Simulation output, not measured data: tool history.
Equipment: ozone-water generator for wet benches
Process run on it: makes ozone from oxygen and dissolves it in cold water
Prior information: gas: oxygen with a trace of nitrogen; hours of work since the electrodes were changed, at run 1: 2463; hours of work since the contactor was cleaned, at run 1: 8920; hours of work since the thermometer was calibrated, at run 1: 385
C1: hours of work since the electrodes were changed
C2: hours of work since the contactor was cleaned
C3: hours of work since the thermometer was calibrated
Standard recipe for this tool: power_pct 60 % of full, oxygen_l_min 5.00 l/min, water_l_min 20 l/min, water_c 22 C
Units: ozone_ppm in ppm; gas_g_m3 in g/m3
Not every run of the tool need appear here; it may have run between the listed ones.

Run 1, hour 0.0: usual settings; C1 2463; C2 8920; C3 385. Result: ozone_ppm 18.9 ppm, gas_g_m3 201.0 g/m3.
Run 2, hour 31.0: usual settings but power_pct 45 % of full; C1 2491; C2 8948; C3 413. Result: ozone_ppm 14.3 ppm, gas_g_m3 154.7 g/m3.
Run 3, hour 83.0: usual settings but power_pct 45 % of full; C1 2537; C2 8994; C3 459. Result: ozone_ppm 14.4 ppm, gas_g_m3 155.4 g/m3.
Run 4, hour 122.9: usual settings but power_pct 45 % of full; C1 2573; C2 9030; C3 495. Result: ozone_ppm 14.8 ppm, gas_g_m3 156.2 g/m3.
Run 5, hour 155.1: usual settings but power_pct 45 % of full; C1 2602; C2 9059; C3 524. Result: ozone_ppm 14.2 ppm, gas_g_m3 154.9 g/m3.
Run 6, hour 202.7: usual settings but power_pct 45 % of full; C1 2644; C2 9101; C3 566. Result: ozone_ppm 14.3 ppm, gas_g_m3 155.6 g/m3.
Run 7, hour 256.3: usual settings but power_pct 45 % of full; C1 2692; C2 9149; C3 614. Result: ozone_ppm 14.3 ppm, gas_g_m3 156.8 g/m3.
Run 8, hour 296.5: usual settings but water_c 16 C; C1 2728; C2 9185; C3 650. Result: ozone_ppm 20.5 ppm, gas_g_m3 203.4 g/m3.
Run 9, hour 328.1: usual settings but power_pct 94 % of full, oxygen_l_min 4.70 l/min; C1 2757; C2 9214; C3 679. Result: ozone_ppm 28.4 ppm, gas_g_m3 312.6 g/m3.
At hour 381.5: contactor cleaned.
Run 10, hour 381.5: usual settings but power_pct 94 % of full, oxygen_l_min 4.70 l/min; C1 2801; C2 0; C3 723. Result: ozone_ppm 28.7 ppm, gas_g_m3 314.4 g/m3.
Run 11, hour 438.1: usual settings but power_pct 94 % of full, oxygen_l_min 4.70 l/min; C1 2852; C2 51; C3 774. Result: ozone_ppm 29.0 ppm, gas_g_m3 313.9 g/m3.

How would selected steps in ozone_ppm from run to run divide? Give the signed amount a tool lacking its hidden state would still show from settings, what came in and random variation, and the signed amount left for the hidden state, including any gauge scatter that is not in both of the compared results.
What the log doesn't record here: yield of the discharge, % of new electrodes'; contactor's efficiency, % of a clean one's; true water temperature over the reading, C; drift of the gauge itself on ozone_ppm, %; drift of the gauge itself on gas_g_m3, %.
Run 8 -> 9: power_pct 60 -> 94, oxygen_l_min 5.00 -> 4.70, water_c 16 -> 22. ozone_ppm +7.9 ppm: hidden state -1.0, all else +8.9.
